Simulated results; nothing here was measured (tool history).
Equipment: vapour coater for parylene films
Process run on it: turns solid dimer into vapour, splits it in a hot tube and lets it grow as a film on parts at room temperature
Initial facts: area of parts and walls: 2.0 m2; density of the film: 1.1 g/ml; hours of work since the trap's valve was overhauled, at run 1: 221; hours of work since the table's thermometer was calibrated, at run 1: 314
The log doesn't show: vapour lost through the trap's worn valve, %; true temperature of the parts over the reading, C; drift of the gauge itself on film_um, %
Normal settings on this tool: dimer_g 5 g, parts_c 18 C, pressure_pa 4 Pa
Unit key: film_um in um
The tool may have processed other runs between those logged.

run   hour  dimer_g  parts_c  pressure_pa  hours of work since the trap's valve was overhauled  hours of work since the table's thermometer was calibrated  film_um
  1      0        5       18            4                                                  221                                                         314    1.691
  2   18.1        5       18            4                                                  233                                                         326    1.658
  3   39.8        5       18         6.78                                                  248                                                         341    1.578
  4   55.8        5       16            4                                                  259                                                         351    1.768
  5   69.8        5       18            4                                                  269                                                         361    1.662
  6   89.9        5       18            4                                                  282                                                         375    1.663
  7  107.1        5       18            4                                                  294                                                         386    1.681
  8  125.1        5       18         4.65                                                  306                                                         398    1.656
  9  135.2        5       18         4.65                                                  313                                                         405     1.66
 10  145.5        5       18         4.65                                                  320                                                         412     1.64
 11    158        5       18            4                                                  328                                                         421    1.676
 12  172.3        5       18            4                                                  338                                                         431     1.68
 13  193.1        5       15            4                                                  352                                                         445     1.84
 14  204.5        5       21            4                                                  360                                                         452    1.553
 15  219.7        5       21            4                                                  370                                                         463    1.553
 16  243.8        5       21            4                                                  387                                                         479    1.535
 17    266        5       21            4                                                  402                                                         494    1.537
 18  281.8        5       18            4                                                  412                                                         505    1.692
 19    306        5       17            4                                                  429                                                         521    1.719
 20  318.1        3       18            4                                                  437                                                         529    1.017
 21  339.9        5       28            4                                                  452                                                         544    1.279
 22  349.8        5       28            4                                                  459                                                         551    1.279
     362.2  -- trap's valve overhauled
 23  377.1        5       28            4                                                   10                                                         567    1.264
 24  397.9        4       18            4                                                   24                                                         581    1.351
 25  410.1        2       18         7.27                                                   33                                                         589    0.631
 26  432.3        2       18         7.27                                                   48                                                         604    0.655
 27    447        8       14            4                                                   58                                                         614    3.051
 28  466.5        3       11         3.97                                                   71                                                         627    1.245
 29  478.5        3       11         3.97                                                   79                                                         636    1.242
 30  495.4        3       30         3.97                                                   90                                                         647    0.723
 31  512.4        5       25         6.56                                                  102                                                         659    1.336
 32  522.5        8       21         6.56                                                  109                                                         665    2.405
 33  546.3        8       21         6.56                                                  125                                                         682     2.38
 34    557        5       25         3.11                                                  132                                                         689    1.445
 35    578        5       25         3.11                                                  146                                                         703    1.417
 36  594.3        3       18         3.29                                                  158                                                         714     1.04
 37  606.5        3       11         3.29                                                  166                                                         722    1.276
 38  630.5        3       11         3.29                                                  182                                                         739    1.291
 39  647.5        3       11         3.29                                                  194                                                         750    1.281
 40  668.2        3       11         3.29                                                  208                                                         764    1.281
 41  682.9        3       11         3.29                                                  218                                                         774    1.288
     692.1  -- gauge calibrated
 42    698        3       11         3.29                                                  228                                                         785     1.25
 43    718        3       11         6.37                                                  241                                                         798    1.158
 44  735.9        4       18         2.99                                                  254                                                         810     1.36
 45  756.6        4       18         2.99                                                  268                                                         824    1.373

What if the next run were any one of these 4? Each begins from the tool's condition after run 45:
  A  771.6        3       18         6.74                                                  278                                                         835        ?
  B  771.6        5       13         7.22                                                  278                                                         835        ?
  C  771.6        5       12          2.7                                                  278                                                         835        ?
  D  771.6        4       18         2.22                                                  278                                                         835        ?

run  film_um
  A    0.978
  B    1.821
  C    2.071
  D    1.416
Without the tool's hidden state the same runs would have given:
run  film_um
  A    0.977
  B    1.819
  C    2.068
  D    1.414
